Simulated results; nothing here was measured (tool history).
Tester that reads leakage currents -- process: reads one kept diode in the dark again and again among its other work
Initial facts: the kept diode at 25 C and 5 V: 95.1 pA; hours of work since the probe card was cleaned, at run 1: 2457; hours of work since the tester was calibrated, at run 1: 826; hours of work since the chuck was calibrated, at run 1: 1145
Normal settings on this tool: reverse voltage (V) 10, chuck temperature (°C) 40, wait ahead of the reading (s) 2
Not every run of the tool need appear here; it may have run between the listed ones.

run,hour,reverse voltage (V),chuck temperature (°C),wait ahead of the reading (s),hours of work since the probe card was cleaned,hours of work since the tester was calibrated,hours of work since the chuck was calibrated,current that the tester gives (pA)
1,0,10,40,2,2457,826,1145,456.4
2,161.7,10,40,2,2547,916,1234,455.45
3,286.8,10,25,2,2616,985,1303,129.84
4,478.4,10.9,40,2,2722,1091,1410,472.49
5,648.3,10.9,40,2,2816,1185,1504,473.63
6,740.1,10.9,40,2,2867,1236,1555,475.38
7,909,10.9,40,2,2961,1330,1648,474.19
8,1079.7,1.4,40,2,3055,1425,1743,197.09
# hour 1122.8: probe card cleaned and baked
9,1268.3,1.4,40,2,81,1527,1846,196.31
10,1414.1,1.4,40,2,161,1608,1927,195.53
11,1564.2,1.4,40,2,245,1691,2010,197.23
12,1721.2,10,40,2,332,1778,2097,455.38
# hour 1822.3: chuck's temperature calibrated
13,1846,10,40,2,400,1846,13,453.86
14,2001.4,10,40,2,486,1933,99,453.92
15,2194.5,2.8,40,2,593,2040,206,263.82
16,2308.8,2.8,40,1.31,656,2103,270,264.67
17,2429.8,2.8,40,1.31,723,2170,337,264.26
18,2516.3,5,40,1.31,771,2218,385,338.12
19,2640.8,2,40,2,840,2287,454,229.43
20,2750.5,2,40,2,901,2348,514,228.47
21,2918.3,1.4,40,5.41,994,2441,608,195.95
22,3042.8,3,40,2,1063,2510,677,271.06
23,3168.5,10,54,1.06,1133,2580,746,1327.14
24,3318.4,10,45,1.06,1216,2663,829,674.07
25,3454.8,10,48,3.54,1291,2738,905,849.65
26,3625.7,1,56,1.39,1386,2833,1000,577.56
27,3810.3,15.8,41,3.48,1488,2935,1102,599.83
28,3934.6,3,26,1.28,1557,3004,1171,84.28
29,4016.9,6.9,26,2.7,1603,3050,1216,120.37
30,4191.8,10,33,2,1700,3147,1313,254.4
31,4382.4,16.7,43,2,1806,3252,1419,719.93
32,4571.4,16.7,43,2,1910,3357,1524,722.07
33,4674.3,10,40,1.65,1967,3414,1581,456.51
34,4784.2,10,40,1.65,2028,3475,1642,455.78
35,4920.6,10,40,1.65,2104,3551,1717,454.74
36,5021.7,10,40,1.65,2160,3607,1773,455.42
37,5187.9,10,40,1.65,2252,3699,1865,457.24
38,5315.5,10,40,1.65,2323,3770,1936,456.75
39,5448.1,10,40,1.65,2396,3843,2010,459.57
40,5614.6,19.3,57,1.22,2489,3935,2102,2194.54

Same runs, no hidden state in the tool, same run-to-run variation:
The hidden state here: stray current of the dirty probe card, pA a volt; current scale over the true one, %; true chuck temperature over the reading, C; drift of the gauge itself on leakage_pa, %.
run,current that the tester gives (pA)
1,455.9
2,454.92
3,129.63
4,471.86
5,472.96
6,474.68
7,473.45
8,196.78
9,195.99
10,195.19
11,196.87
12,454.53
13,453.94
14,453.96
15,263.82
16,264.65
17,264.22
18,338.06
19,229.38
20,228.4
21,195.88
22,270.94
23,1326.56
24,673.69
25,849.12
26,577.19
27,599.31
28,84.19
29,120.23
30,254.11
31,719.12
32,721.19
33,455.92
34,455.17
35,454.09
36,454.75
37,456.53
38,456.01
39,458.79
40,2191.21
